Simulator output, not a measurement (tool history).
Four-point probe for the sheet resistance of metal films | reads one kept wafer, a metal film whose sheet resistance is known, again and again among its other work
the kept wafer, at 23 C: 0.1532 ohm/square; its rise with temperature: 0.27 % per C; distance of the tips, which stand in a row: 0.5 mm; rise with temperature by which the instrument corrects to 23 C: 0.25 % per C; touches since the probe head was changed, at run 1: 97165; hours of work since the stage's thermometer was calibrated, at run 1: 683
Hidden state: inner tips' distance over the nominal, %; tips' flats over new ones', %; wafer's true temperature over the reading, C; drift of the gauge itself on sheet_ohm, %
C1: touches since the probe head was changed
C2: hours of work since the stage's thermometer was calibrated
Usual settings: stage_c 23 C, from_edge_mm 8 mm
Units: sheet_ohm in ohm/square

{"run": 1, "hour": 0.0, "stage_c": 23, "from_edge_mm": 8, "C1": 97165, "C2": 683, "sheet_ohm": 0.153553}
{"run": 2, "hour": 20.6, "stage_c": 23, "from_edge_mm": 8, "C1": 98031, "C2": 693, "sheet_ohm": 0.15355}
{"run": 3, "hour": 49.7, "stage_c": 23, "from_edge_mm": 8, "C1": 99249, "C2": 708, "sheet_ohm": 0.153558}
{"run": 4, "hour": 73.8, "stage_c": 23, "from_edge_mm": 8, "C1": 100259, "C2": 720, "sheet_ohm": 0.153595}
{"run": 5, "hour": 97.1, "stage_c": 23, "from_edge_mm": 8, "C1": 101236, "C2": 732, "sheet_ohm": 0.153531}
{"run": 6, "hour": 142.4, "stage_c": 23, "from_edge_mm": 15, "C1": 103137, "C2": 755, "sheet_ohm": 0.153338}
{"run": 7, "hour": 175.1, "stage_c": 23, "from_edge_mm": 67, "C1": 104507, "C2": 772, "sheet_ohm": 0.153259}
{"run": 8, "hour": 196.5, "stage_c": 23, "from_edge_mm": 67, "C1": 105402, "C2": 783, "sheet_ohm": 0.153201}
{"run": 9, "hour": 235.2, "stage_c": 23, "from_edge_mm": 67, "C1": 107025, "C2": 802, "sheet_ohm": 0.153216}
{"run": 10, "hour": 270.0, "stage_c": 23, "from_edge_mm": 67, "C1": 108485, "C2": 820, "sheet_ohm": 0.153244}
{"run": 11, "hour": 297.6, "stage_c": 23, "from_edge_mm": 67, "C1": 109645, "C2": 834, "sheet_ohm": 0.153226}
{"run": 12, "hour": 336.3, "stage_c": 23, "from_edge_mm": 67, "C1": 111267, "C2": 854, "sheet_ohm": 0.153212}
{"run": 13, "hour": 380.8, "stage_c": 23, "from_edge_mm": 67, "C1": 113132, "C2": 876, "sheet_ohm": 0.153197}
{"run": 14, "hour": 423.0, "stage_c": 34, "from_edge_mm": 5, "C1": 114902, "C2": 898, "sheet_ohm": 0.154374}
{"run": 15, "hour": 464.3, "stage_c": 23, "from_edge_mm": 20, "C1": 116632, "C2": 919, "sheet_ohm": 0.153246}
{"run": 16, "hour": 507.9, "stage_c": 30, "from_edge_mm": 19, "C1": 118461, "C2": 941, "sheet_ohm": 0.153458}
{"run": 17, "hour": 551.6, "stage_c": 30, "from_edge_mm": 19, "C1": 120291, "C2": 963, "sheet_ohm": 0.153432}
{"run": 18, "hour": 599.6, "stage_c": 30, "from_edge_mm": 19, "C1": 122307, "C2": 987, "sheet_ohm": 0.153456}

Forecast run 19:
{"run": 19, "hour": 641.6, "stage_c": 21, "from_edge_mm": 27, "C1": 124065, "C2": 1009, "sheet_ohm": "?"}

{"run 19": {"sheet_ohm": 0.153233}}
Without the tool's hidden state the same run would have given sheet_ohm 0.153216 ohm/square.
